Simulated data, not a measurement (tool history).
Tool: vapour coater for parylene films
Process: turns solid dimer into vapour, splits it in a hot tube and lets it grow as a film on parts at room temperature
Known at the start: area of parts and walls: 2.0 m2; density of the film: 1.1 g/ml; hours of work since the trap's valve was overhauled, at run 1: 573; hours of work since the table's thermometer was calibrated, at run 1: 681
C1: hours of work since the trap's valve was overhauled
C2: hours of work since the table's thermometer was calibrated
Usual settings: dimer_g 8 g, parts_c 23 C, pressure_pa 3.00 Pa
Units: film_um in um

run 1 hour=0.0 | dimer_g=8 parts_c=23 pressure_pa=3.00 | C1=573 C2=681 | film_um=2.54
run 2 hour=25.8 | dimer_g=8 parts_c=23 pressure_pa=3.00 | C1=593 C2=701 | film_um=2.48
run 3 hour=52.8 | dimer_g=8 parts_c=23 pressure_pa=3.00 | C1=614 C2=722 | film_um=2.50
run 4 hour=70.2 | dimer_g=8 parts_c=23 pressure_pa=3.00 | C1=628 C2=736 | film_um=2.48
-- hour=105.9 trap's valve overhauled
run 5 hour=110.1 | dimer_g=4 parts_c=23 pressure_pa=3.00 | C1=3 C2=764 | film_um=1.44
run 6 hour=135.8 | dimer_g=8 parts_c=17 pressure_pa=3.00 | C1=23 C2=784 | film_um=3.51
run 7 hour=160.9 | dimer_g=8 parts_c=23 pressure_pa=3.00 | C1=43 C2=803 | film_um=2.87
run 8 hour=179.4 | dimer_g=8 parts_c=23 pressure_pa=3.00 | C1=57 C2=818 | film_um=2.83
run 9 hour=218.3 | dimer_g=8 parts_c=23 pressure_pa=3.00 | C1=88 C2=848 | film_um=2.87
run 10 hour=234.4 | dimer_g=8 parts_c=23 pressure_pa=3.00 | C1=100 C2=861 | film_um=2.83
run 11 hour=260.6 | dimer_g=8 parts_c=23 pressure_pa=3.00 | C1=121 C2=881 | film_um=2.79
run 12 hour=286.6 | dimer_g=8 parts_c=23 pressure_pa=3.00 | C1=141 C2=901 | film_um=2.81
run 13 hour=303.0 | dimer_g=8 parts_c=23 pressure_pa=3.00 | C1=154 C2=914 | film_um=2.75
run 14 hour=329.8 | dimer_g=8 parts_c=23 pressure_pa=3.00 | C1=175 C2=935 | film_um=2.79
run 15 hour=350.8 | dimer_g=8 parts_c=23 pressure_pa=3.00 | C1=191 C2=951 | film_um=2.71
run 16 hour=386.9 | dimer_g=8 parts_c=23 pressure_pa=3.00 | C1=219 C2=979 | film_um=2.74
run 17 hour=403.5 | dimer_g=8 parts_c=23 pressure_pa=3.00 | C1=232 C2=992 | film_um=2.75
run 18 hour=425.6 | dimer_g=8 parts_c=23 pressure_pa=3.00 | C1=249 C2=1010 | film_um=2.69
run 19 hour=444.8 | dimer_g=8 parts_c=29 pressure_pa=3.00 | C1=264 C2=1025 | film_um=2.23
run 20 hour=465.5 | dimer_g=8 parts_c=29 pressure_pa=3.00 | C1=280 C2=1041 | film_um=2.23
run 21 hour=481.8 | dimer_g=7 parts_c=23 pressure_pa=3.00 | C1=293 C2=1053 | film_um=2.39
run 22 hour=502.5 | dimer_g=7 parts_c=23 pressure_pa=5.26 | C1=309 C2=1069 | film_um=2.29
run 23 hour=519.7 | dimer_g=7 parts_c=23 pressure_pa=5.26 | C1=322 C2=1083 | film_um=2.24
run 24 hour=557.2 | dimer_g=7 parts_c=32 pressure_pa=8.10 | C1=352 C2=1112 | film_um=1.69
run 25 hour=580.4 | dimer_g=7 parts_c=32 pressure_pa=8.10 | C1=370 C2=1130 | film_um=1.67
run 26 hour=598.7 | dimer_g=7 parts_c=32 pressure_pa=8.10 | C1=384 C2=1144 | film_um=1.63
run 27 hour=633.0 | dimer_g=4 parts_c=17 pressure_pa=6.98 | C1=411 C2=1171 | film_um=1.55
run 28 hour=663.6 | dimer_g=6 parts_c=25 pressure_pa=3.06 | C1=435 C2=1195 | film_um=1.84
run 29 hour=692.3 | dimer_g=9 parts_c=30 pressure_pa=8.59 | C1=457 C2=1217 | film_um=2.24
run 30 hour=721.0 | dimer_g=9 parts_c=30 pressure_pa=2.71 | C1=479 C2=1240 | film_um=2.30
run 31 hour=758.8 | dimer_g=5 parts_c=23 pressure_pa=8.80 | C1=509 C2=1269 | film_um=1.53
run 32 hour=788.6 | dimer_g=6 parts_c=19 pressure_pa=5.75 | C1=532 C2=1293 | film_um=2.05
run 33 hour=824.3 | dimer_g=4 parts_c=23 pressure_pa=2.52 | C1=560 C2=1320 | film_um=1.30
run 34 hour=863.1 | dimer_g=10 parts_c=15 pressure_pa=3.68 | C1=590 C2=1351 | film_um=3.88
run 35 hour=898.1 | dimer_g=12 parts_c=18 pressure_pa=4.63 | C1=617 C2=1378 | film_um=4.26
run 36 hour=937.0 | dimer_g=7 parts_c=27 pressure_pa=4.63 | C1=648 C2=1408 | film_um=1.90
-- hour=944.3 trap's valve overhauled
run 37 hour=963.1 | dimer_g=7 parts_c=27 pressure_pa=4.63 | C1=15 C2=1425 | film_um=2.18
run 38 hour=989.6 | dimer_g=5 parts_c=23 pressure_pa=3.60 | C1=35 C2=1446 | film_um=1.80
run 39 hour=1006.2 | dimer_g=12 parts_c=23 pressure_pa=10.41 | C1=48 C2=1459 | film_um=3.97
run 40 hour=1025.3 | dimer_g=12 parts_c=23 pressure_pa=10.41 | C1=63 C2=1474 | film_um=4.05
run 41 hour=1056.4 | dimer_g=11 parts_c=15 pressure_pa=6.63 | C1=87 C2=1498 | film_um=4.76
run 42 hour=1083.8 | dimer_g=13 parts_c=30 pressure_pa=6.76 | C1=109 C2=1519 | film_um=3.54
run 43 hour=1103.1 | dimer_g=13 parts_c=30 pressure_pa=4.61 | C1=124 C2=1534 | film_um=3.59
run 44 hour=1133.4 | dimer_g=12 parts_c=23 pressure_pa=2.10 | C1=147 C2=1558 | film_um=4.26
run 45 hour=1168.5 | dimer_g=6 parts_c=23 pressure_pa=3.00 | C1=175 C2=1585 | film_um=2.08
run 46 hour=1184.7 | dimer_g=6 parts_c=23 pressure_pa=3.00 | C1=187 C2=1598 | film_um=2.08

Some steps in film_um between neighbouring runs. How much of each would the tool show without its hidden state too (settings, what came in, random variation), and how much is left for the hidden state, with any gauge scatter that isn't in both results?
The hidden state here: vapour lost through the trap's worn valve, %; true temperature of the parts over the reading, C; drift of the gauge itself on film_um, %.
Run 4 -> 5: dimer_g 8 -> 4, trap's valve overhauled. film_um -1.04 um: hidden state +0.44, all else -1.48.
Run 33 -> 34: dimer_g 4 -> 10, parts_c 23 -> 15, pressure_pa 2.52 -> 3.68. film_um +2.58 um: hidden state -0.40, all else +2.98.
Run 35 -> 36: dimer_g 12 -> 7, parts_c 18 -> 27. film_um -2.36 um: hidden state +0.44, all else -2.80.
Run 44 -> 45: dimer_g 12 -> 6, pressure_pa 2.10 -> 3.00. film_um -2.18 um: hidden state +0.10, all else -2.28.
